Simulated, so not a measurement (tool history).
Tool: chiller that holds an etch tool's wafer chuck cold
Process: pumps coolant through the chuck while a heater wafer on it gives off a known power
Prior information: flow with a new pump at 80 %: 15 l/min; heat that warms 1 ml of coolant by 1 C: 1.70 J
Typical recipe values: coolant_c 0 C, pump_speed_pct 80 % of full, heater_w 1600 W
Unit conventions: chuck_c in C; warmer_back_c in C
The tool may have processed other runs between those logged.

| run | hour | coolant_c | pump_speed_pct | heater_w | chuck_c | warmer_back_c |
|---|---|---|---|---|---|---|
| 1 | 0 | 0 | 80 | 1600 | 13.4 | 3.99 |
| 2 | 102.6 | 0 | 80 | 1600 | 13.2 | 4.04 |
| 3 | 301 | 0 | 80 | 1600 | 13.6 | 4.06 |
| 4 | 422 | -7 | 80 | 1600 | 6.6 | 4 |
| 5 | 552.6 | 0 | 80 | 1600 | 13.5 | 4.08 |
| 6 | 757.3 | 0 | 80 | 1600 | 13.9 | 4.06 |
| 7 | 869.6 | 0 | 62 | 1600 | 16.6 | 5.29 |
| 8 | 1034.5 | 0 | 62 | 1600 | 16.5 | 5.27 |
| 9 | 1172.7 | 0 | 62 | 1600 | 16 | 5.31 |
| 10 | 1258.7 | 0 | 62 | 1600 | 16 | 5.29 |
| 11 | 1421.3 | 8 | 62 | 1600 | 24 | 5.31 |
| 12 | 1608 | 8 | 62 | 1600 | 24.3 | 5.35 |
| 13 | 1806.1 | 8 | 62 | 1600 | 24.4 | 5.27 |
| 14 | 1939.9 | -10 | 62 | 1700 | 7.4 | 5.69 |
| 15 | 2085.7 | -9 | 72 | 1600 | 6.1 | 4.58 |
| 16 | 2217.2 | 2 | 72 | 1600 | 17.1 | 4.61 |
| 17 | 2395.3 | 2 | 94 | 1975 | 17.6 | 4.3 |
| 18 | 2582.6 | -3 | 80 | 1600 | 11.4 | 4.19 |
| 19 | 2676.5 | -1 | 89 | 1600 | 12.3 | 3.75 |
| 20 | 2854.4 | -1 | 89 | 1600 | 12.5 | 3.72 |
| 21 | 3031.4 | -1 | 89 | 1600 | 12.7 | 3.75 |
| 22 | 3231.5 | -1 | 89 | 1600 | 12.7 | 3.75 |
| 23 | 3405.2 | 0 | 80 | 1289 | 12 | 3.4 |

Withheld: 2 entries from between the runs. Position of each, and hidden state at the listed run before versus the listed run after:
After run 2, before run 3: chiller's thermometer calibrated (hour 156.7)
  heat passed by the chuck's channels, % of clean ones': 91.1 -> 90.6; flow at a given pump speed, % of a new pump's: 94.6 -> 94.3; coolant's true temperature over the reading, C: 0.39 -> 0.54
  difference, measured minus the result without the unlogged condition, chuck_c: +1.8 -> +2 C; warmer_back_c: +0.22 -> +0.23 C
After run 8, before run 9: chiller's thermometer calibrated, once more (hour 1172.7)
  heat passed by the chuck's channels, % of clean ones': 88.8 -> 88.4; flow at a given pump speed, % of a new pump's: 93.3 -> 93.1; coolant's true temperature over the reading, C: 0.62 -> 0
  difference, measured minus the result without the unlogged condition, chuck_c: +2.7 -> +2.2 C; warmer_back_c: +0.35 -> +0.37 C

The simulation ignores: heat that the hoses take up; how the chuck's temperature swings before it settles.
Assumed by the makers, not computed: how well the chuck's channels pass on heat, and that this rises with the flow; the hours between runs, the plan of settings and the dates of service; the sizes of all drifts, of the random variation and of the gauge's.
